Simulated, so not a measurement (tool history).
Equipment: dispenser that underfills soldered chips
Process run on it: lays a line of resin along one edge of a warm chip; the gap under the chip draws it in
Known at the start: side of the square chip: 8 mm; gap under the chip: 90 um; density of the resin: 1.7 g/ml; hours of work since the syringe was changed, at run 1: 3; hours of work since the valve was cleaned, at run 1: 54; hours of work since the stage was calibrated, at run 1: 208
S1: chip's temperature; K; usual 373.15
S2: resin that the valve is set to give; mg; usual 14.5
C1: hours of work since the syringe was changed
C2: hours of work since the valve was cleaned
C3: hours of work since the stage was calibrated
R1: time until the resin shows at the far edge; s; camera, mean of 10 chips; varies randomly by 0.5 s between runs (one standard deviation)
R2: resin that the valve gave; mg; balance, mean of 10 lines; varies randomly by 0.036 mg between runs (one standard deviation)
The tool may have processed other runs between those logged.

run 1 hour=0 | S1=373.15 S2=14.5 | C1=3 C2=54 C3=208 | R1=53.8 R2=14.11
-- hour=4.2 dispensing valve cleaned and set on the balance
run 2 hour=7.5 | S1=373.15 S2=14.5 | C1=7 C2=2 C3=213 | R1=76.5 R2=14.51
-- hour=10.1 new syringe of resin
run 3 hour=15.2 | S1=373.15 S2=12.6 | C1=3 C2=7 C3=218 | R1=57.5 R2=12.59
run 4 hour=22.8 | S1=373.15 S2=14.5 | C1=9 C2=12 C3=223 | R1=86.3 R2=14.39
-- hour=23.5 new syringe of resin
run 5 hour=27.4 | S1=373.15 S2=14.5 | C1=3 C2=15 C3=226 | R1=53.5 R2=14.4
run 6 hour=34.4 | S1=373.15 S2=14.5 | C1=7 C2=20 C3=230 | R1=78.6 R2=14.34
-- hour=37.4 new syringe of resin
run 7 hour=40.4 | S1=373.15 S2=14.5 | C1=2 C2=24 C3=234 | R1=51.5 R2=14.28
run 8 hour=47.7 | S1=373.15 S2=14.5 | C1=7 C2=29 C3=239 | R1=76.6 R2=14.28
-- hour=51.1 new syringe of resin
run 9 hour=51.4 | S1=373.15 S2=14.5 | C1=0 C2=31 C3=242 | R1=43.5 R2=14.22
run 10 hour=54.9 | S1=373.15 S2=14.5 | C1=3 C2=34 C3=244 | R1=52.4 R2=14.3
run 11 hour=59 | S1=373.15 S2=12.3 | C1=5 C2=37 C3=247 | R1=67.8 R2=12.01
-- hour=64.7 new syringe of resin
run 12 hour=65.6 | S1=373.15 S2=12.3 | C1=1 C2=41 C3=251 | R1=47.8 R2=12.02
run 13 hour=72.5 | S1=373.15 S2=12.3 | C1=5 C2=46 C3=256 | R1=69 R2=12
-- hour=77.9 new syringe of resin
run 14 hour=79.7 | S1=373.15 S2=14.5 | C1=1 C2=50 C3=261 | R1=47.5 R2=14.09
run 15 hour=85.5 | S1=369.15 S2=14.5 | C1=5 C2=54 C3=265 | R1=73.2 R2=14.03
-- hour=88.9 dispensing valve cleaned and set on the balance
run 16 hour=89.8 | S1=376.15 S2=18.4 | C1=7 C2=1 C3=267 | R1=70.6 R2=18.43
-- hour=92.4 new syringe of resin
run 17 hour=97 | S1=385.15 S2=14.4 | C1=3 C2=5 C3=272 | R1=39.5 R2=14.41
run 18 hour=104.6 | S1=385.15 S2=14.4 | C1=8 C2=11 C3=277 | R1=61.9 R2=14.28
-- hour=106.2 new syringe of resin
run 19 hour=112.1 | S1=383.15 S2=18.7 | C1=4 C2=15 C3=282 | R1=42.8 R2=18.53
run 20 hour=118.8 | S1=383.15 S2=18.7 | C1=9 C2=20 C3=286 | R1=63.4 R2=18.55
-- hour=119.8 new syringe of resin
run 21 hour=122.7 | S1=360.15 S2=18.1 | C1=2 C2=23 C3=289 | R1=71.6 R2=17.9
run 22 hour=129.7 | S1=360.15 S2=18.1 | C1=7 C2=27 C3=293 | R1=105.7 R2=17.81
-- hour=133.4 new syringe of resin
run 23 hour=136.6 | S1=363.15 S2=17.1 | C1=2 C2=32 C3=298 | R1=69 R2=16.84
run 24 hour=140.4 | S1=363.15 S2=17.1 | C1=5 C2=34 C3=301 | R1=84.6 R2=16.76

The next listed run, before its measurement:
-- hour=146.8 new syringe of resin
run 25 hour=146.9 | S1=364.15 S2=16.2 | C1=0 C2=39 C3=305 | R1=? R2=?

Run 25 came out at R1 56.1 s, R2 15.88 mg.
The same run, on a tool lacking any hidden state, would have yielded R1 51.5 s, R2 16.22 mg.

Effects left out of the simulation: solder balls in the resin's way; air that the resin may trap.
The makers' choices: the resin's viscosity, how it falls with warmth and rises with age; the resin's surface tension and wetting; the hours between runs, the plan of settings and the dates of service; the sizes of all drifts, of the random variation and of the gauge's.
